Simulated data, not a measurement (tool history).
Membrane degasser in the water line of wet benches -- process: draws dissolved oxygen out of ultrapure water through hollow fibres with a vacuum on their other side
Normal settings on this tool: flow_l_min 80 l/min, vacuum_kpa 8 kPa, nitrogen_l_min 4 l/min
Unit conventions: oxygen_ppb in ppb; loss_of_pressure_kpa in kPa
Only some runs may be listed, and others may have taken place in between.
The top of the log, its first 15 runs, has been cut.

Run 16, day 28.521: usual settings but nitrogen_l_min 11.21 l/min. Result: oxygen_ppb 188.2 ppb, loss_of_pressure_kpa 39.74 kPa.
Run 17, day 30.421: usual settings but nitrogen_l_min 11.21 l/min. Result: oxygen_ppb 189.3 ppb, loss_of_pressure_kpa 39.7 kPa.
Run 18, day 32.725: usual settings but nitrogen_l_min 11.21 l/min. Result: oxygen_ppb 189.4 ppb, loss_of_pressure_kpa 39.36 kPa.
At day 34.408: seals of the vacuum lines changed.
Run 19, day 35.504: usual settings but flow_l_min 61 l/min, vacuum_kpa 9.3 kPa, nitrogen_l_min 2.66 l/min. Result: oxygen_ppb 335.8 ppb, loss_of_pressure_kpa 30.13 kPa.
Run 20, day 36.85: usual settings but flow_l_min 51 l/min, vacuum_kpa 10.39 kPa, nitrogen_l_min 2.48 l/min. Result: oxygen_ppb 332.6 ppb, loss_of_pressure_kpa 25.67 kPa.
Run 21, day 39.325: usual settings but flow_l_min 51 l/min, vacuum_kpa 10.39 kPa, nitrogen_l_min 2.48 l/min. Result: oxygen_ppb 333.4 ppb, loss_of_pressure_kpa 25.25 kPa.
Run 22, day 40.992: usual settings but flow_l_min 51 l/min, vacuum_kpa 5.74 kPa, nitrogen_l_min 2.48 l/min. Result: oxygen_ppb 133.2 ppb, loss_of_pressure_kpa 25.42 kPa.
Run 23, day 42.196: usual settings but flow_l_min 51 l/min, vacuum_kpa 18.48 kPa, nitrogen_l_min 10.7 l/min. Result: oxygen_ppb 188.4 ppb, loss_of_pressure_kpa 25.02 kPa.
Run 24, day 43.633: usual settings but vacuum_kpa 6.39 kPa. Result: oxygen_ppb 248.5 ppb, loss_of_pressure_kpa 39.83 kPa.
Run 25, day 45.479: usual settings but vacuum_kpa 6.39 kPa. Result: oxygen_ppb 249 ppb, loss_of_pressure_kpa 40.2 kPa.
Run 26, day 47.704: usual settings but flow_l_min 122 l/min, nitrogen_l_min 2.15 l/min. Result: oxygen_ppb 817.4 ppb, loss_of_pressure_kpa 60.79 kPa.
Run 27, day 50.379: usual settings but flow_l_min 122 l/min, vacuum_kpa 5.93 kPa, nitrogen_l_min 2.15 l/min. Result: oxygen_ppb 632.4 ppb, loss_of_pressure_kpa 60.68 kPa.
Run 28, day 51.838: usual settings but flow_l_min 122 l/min, vacuum_kpa 5.93 kPa, nitrogen_l_min 2.15 l/min. Result: oxygen_ppb 640.2 ppb, loss_of_pressure_kpa 60.66 kPa.
Run 29, day 53.283: usual settings but flow_l_min 122 l/min, vacuum_kpa 5.93 kPa, nitrogen_l_min 2.15 l/min. Result: oxygen_ppb 634.4 ppb, loss_of_pressure_kpa 61.07 kPa.
Run 30, day 55.929: usual settings but flow_l_min 49 l/min, vacuum_kpa 11.36 kPa, nitrogen_l_min 11.72 l/min. Result: oxygen_ppb 98.7 ppb, loss_of_pressure_kpa 24.38 kPa.
Run 31, day 58.046: usual settings but flow_l_min 49 l/min, vacuum_kpa 11.36 kPa, nitrogen_l_min 11.72 l/min. Result: oxygen_ppb 96 ppb, loss_of_pressure_kpa 24.54 kPa.
Run 32, day 60.946: usual settings but flow_l_min 102 l/min, vacuum_kpa 7.07 kPa. Result: oxygen_ppb 440.8 ppb, loss_of_pressure_kpa 51.09 kPa.

What if the next run were any one of these 3? Each begins from the tool's condition after run 32:
Run A, day 63.775: usual settings but flow_l_min 102 l/min, vacuum_kpa 11.75 kPa, nitrogen_l_min 7.63 l/min. Result: oxygen_ppb ?, loss_of_pressure_kpa ?.
Run B, day 63.775: usual settings but vacuum_kpa 6.07 kPa. Result: oxygen_ppb ?, loss_of_pressure_kpa ?.
Run C, day 63.775: usual settings but flow_l_min 97 l/min, vacuum_kpa 9.8 kPa, nitrogen_l_min 9.44 l/min. Result: oxygen_ppb ?, loss_of_pressure_kpa ?.

run  oxygen_ppb  loss_of_pressure_kpa
  A       468.8                 50.69
  B       235.1                 40.24
  C       361.9                 48.52
Without the tool's unlogged condition, the same runs would have read:
run  oxygen_ppb  loss_of_pressure_kpa
  A       448.9                 49.46
  B       221.8                 39.27
  C       342.9                 47.34
